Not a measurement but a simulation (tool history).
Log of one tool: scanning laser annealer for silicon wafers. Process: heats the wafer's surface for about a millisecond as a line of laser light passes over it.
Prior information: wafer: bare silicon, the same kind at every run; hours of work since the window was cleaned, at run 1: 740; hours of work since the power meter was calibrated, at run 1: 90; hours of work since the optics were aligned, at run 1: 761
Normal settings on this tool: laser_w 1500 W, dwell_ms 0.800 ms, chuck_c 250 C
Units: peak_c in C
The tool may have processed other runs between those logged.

run,hour,laser_w,dwell_ms,chuck_c,hours of work since the window was cleaned,hours of work since the power meter was calibrated,hours of work since the optics were aligned,peak_c
1,0.0,1500,0.800,250,740,90,761,946
2,19.3,1500,0.800,250,750,100,771,946
3,45.8,1500,0.563,250,764,114,785,833
4,70.7,1500,0.563,250,777,127,798,835
5,95.1,1500,0.563,250,790,139,810,833
6,118.0,1500,0.563,226,802,151,822,809
7,135.5,1473,0.563,226,811,161,831,792
8,161.5,1473,0.563,226,825,174,845,794
9,183.6,1500,0.800,228,836,186,857,920
10,201.8,1500,0.800,228,846,195,866,923
11,220.2,1500,0.800,250,856,205,876,941
# hour 233.8: window over the wafer cleaned
12,250.4,1500,0.800,250,9,220,891,973
13,263.8,1500,0.731,250,16,227,898,939
14,277.9,1500,0.731,250,23,234,905,940
15,296.0,1500,0.731,250,33,244,914,936
16,308.2,1500,0.800,290,39,250,921,1009
17,333.5,1578,0.800,290,52,263,934,1055
# hour 338.8: laser's power meter calibrated
18,362.3,1578,0.800,218,66,12,948,986
19,384.2,1500,0.800,225,77,24,959,942
20,412.2,1500,0.800,225,92,38,974,942
21,429.5,1500,0.800,225,101,47,983,942
# hour 447.8: optics aligned, line set to its width
22,460.1,1535,0.800,264,114,61,6,1019
# hour 488.9: laser's power meter calibrated, once more
23,489.5,1443,0.564,263,128,0,20,841
24,508.1,1345,0.564,236,138,10,30,762
25,525.0,1630,0.564,262,147,19,39,937
26,538.8,1646,0.736,233,154,26,46,1014
27,562.7,1500,0.646,285,166,39,59,932
28,580.2,1500,0.646,285,176,48,68,932
29,607.3,1500,0.646,285,190,62,82,934
30,629.1,1500,0.646,285,201,73,93,932
31,643.7,1300,0.567,285,209,81,101,787
32,665.6,1641,0.567,234,220,93,112,915
33,678.4,1631,0.562,234,227,99,119,909
34,702.4,1631,0.562,271,240,112,132,945
35,717.4,1649,0.930,261,247,120,140,1139
36,740.1,1649,0.930,261,259,132,152,1138
37,756.2,1649,0.930,261,268,140,160,1136
38,777.2,1636,0.800,250,279,151,171,1055
39,801.8,1636,0.800,250,292,164,184,1053

Predict each of these 3 candidate next runs independently; none follows another, all start after run 39:
A,819.8,1572,0.800,250,301,173,193,?
B,819.8,1507,0.944,275,301,173,193,?
C,819.8,1550,0.981,250,301,173,193,?

run,peak_c
A,1012
B,1054
C,1079
With no hidden state in the tool, these same runs would have given:
run,peak_c
A,1029
B,1071
C,1097
